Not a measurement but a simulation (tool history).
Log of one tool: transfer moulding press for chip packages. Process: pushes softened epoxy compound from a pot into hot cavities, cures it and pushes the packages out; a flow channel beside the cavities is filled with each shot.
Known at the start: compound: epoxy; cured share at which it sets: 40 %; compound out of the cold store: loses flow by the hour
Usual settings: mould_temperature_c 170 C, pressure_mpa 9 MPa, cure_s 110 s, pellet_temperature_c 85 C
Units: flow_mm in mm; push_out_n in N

| run | hour | mould_temperature_c | pressure_mpa | cure_s | pellet_temperature_c | incoming compound's hours out of the cold store | flow_mm | push_out_n |
|---|---|---|---|---|---|---|---|---|
| 1 | 0 | 170 | 9 | 110 | 85 | 46.8 | 763 | 749 |
|  | 2.8 | cavities cleaned with cleaning compound and waxed |
| 2 | 14.1 | 170 | 9 | 110 | 85 | 39.5 | 781 | 534 |
| 3 | 28.5 | 170 | 10.33 | 110 | 85 | 38.1 | 838 | 608 |
| 4 | 44.9 | 170 | 9 | 110 | 85 | 18.3 | 832 | 695 |
| 5 | 61.1 | 170 | 9 | 110 | 85 | 38.6 | 780 | 736 |
| 6 | 73.3 | 170 | 9 | 110 | 85 | 44.4 | 762 | 759 |
|  | 82.8 | cavities cleaned with cleaning compound and waxed |
| 7 | 93.7 | 170 | 9 | 110 | 85 | 45.9 | 765 | 508 |
| 8 | 106.2 | 163 | 9 | 110 | 85 | 30.3 | 831 | 986 |
| 9 | 114.3 | 170 | 9 | 110 | 85 | 30.6 | 794 | 657 |
| 10 | 126.7 | 177 | 9 | 110 | 85 | 41.1 | 737 | 524 |
| 11 | 137.1 | 177 | 9 | 111 | 85 | 22.6 | 783 | 608 |
| 12 | 153.4 | 177 | 9 | 111 | 85 | 17.4 | 796 | 623 |
|  | 162.1 | cavities cleaned with cleaning compound and waxed |
| 13 | 163.2 | 177 | 9 | 111 | 85 | 39.8 | 734 | 385 |
| 14 | 171.8 | 177 | 9 | 111 | 85 | 25.7 | 774 | 428 |
| 15 | 189.6 | 177 | 9 | 111 | 85 | 19.6 | 783 | 516 |
|  | 204.2 | plunger's sealing rings changed |
| 16 | 204.2 | 177 | 9 | 111 | 85 | 20.4 | 814 | 566 |
| 17 | 214.7 | 177 | 9 | 111 | 85 | 41.9 | 760 | 583 |
| 18 | 225.2 | 170 | 7.99 | 97 | 85 | 18.9 | 799 | 950 |
| 19 | 236.1 | 167 | 7.33 | 97 | 81 | 26.8 | 761 | 1174 |
|  | 244.1 | cavities cleaned with cleaning compound and waxed |
| 20 | 247 | 167 | 8.63 | 97 | 81 | 26.8 | 827 | 759 |
| 21 | 255.6 | 170 | 9 | 110 | 76 | 29.6 | 819 | 553 |
| 22 | 269.6 | 173 | 10.17 | 110 | 85 | 31.7 | 853 | 551 |
| 23 | 277.8 | 174 | 7.38 | 147 | 85 | 37.6 | 707 | 528 |
| 24 | 290.1 | 174 | 7.38 | 147 | 85 | 8.8 | 773 | 582 |
| 25 | 299.8 | 171 | 9.08 | 100 | 81 | 27 | 819 | 845 |
| 26 | 309 | 174 | 9.08 | 100 | 81 | 34.6 | 789 | 728 |
|  | 324 | cavities cleaned with cleaning compound and waxed |
| 27 | 330 | 174 | 9.08 | 100 | 81 | 13.8 | 841 | 490 |
| 28 | 348.8 | 166 | 9 | 98 | 85 | 21.8 | 851 | 1066 |
| 29 | 364.5 | 170 | 9 | 110 | 75 | 41.3 | 778 | 695 |

Some steps in flow_mm between neighbouring runs. How much of each would the tool show without its hidden state too (settings, what came in, random variation), and how much is left for the hidden state, with any gauge scatter that isn't in both results?
The hidden state here: true mould temperature over the reading, C; pressure that reaches the compound, % of what is set; grip of the stained cavities, % over clean ones'; drift of the gauge itself on flow_mm, %; drift of the gauge itself on push_out_n, %.
Run 2 -> 3: pressure_mpa 9 -> 10.33. flow_mm +57 mm: hidden state -3, all else +60.
Run 15 -> 16: plunger's sealing rings changed. flow_mm +31 mm: hidden state +33, all else -2.
Run 22 -> 23: mould_temperature_c 173 -> 174, pressure_mpa 10.17 -> 7.38, cure_s 110 -> 147. flow_mm -146 mm: hidden state -1, all else -145.
Run 28 -> 29: mould_temperature_c 166 -> 170, cure_s 98 -> 110, pellet_temperature_c 85 -> 75. flow_mm -73 mm: hidden state -2, all else -71.

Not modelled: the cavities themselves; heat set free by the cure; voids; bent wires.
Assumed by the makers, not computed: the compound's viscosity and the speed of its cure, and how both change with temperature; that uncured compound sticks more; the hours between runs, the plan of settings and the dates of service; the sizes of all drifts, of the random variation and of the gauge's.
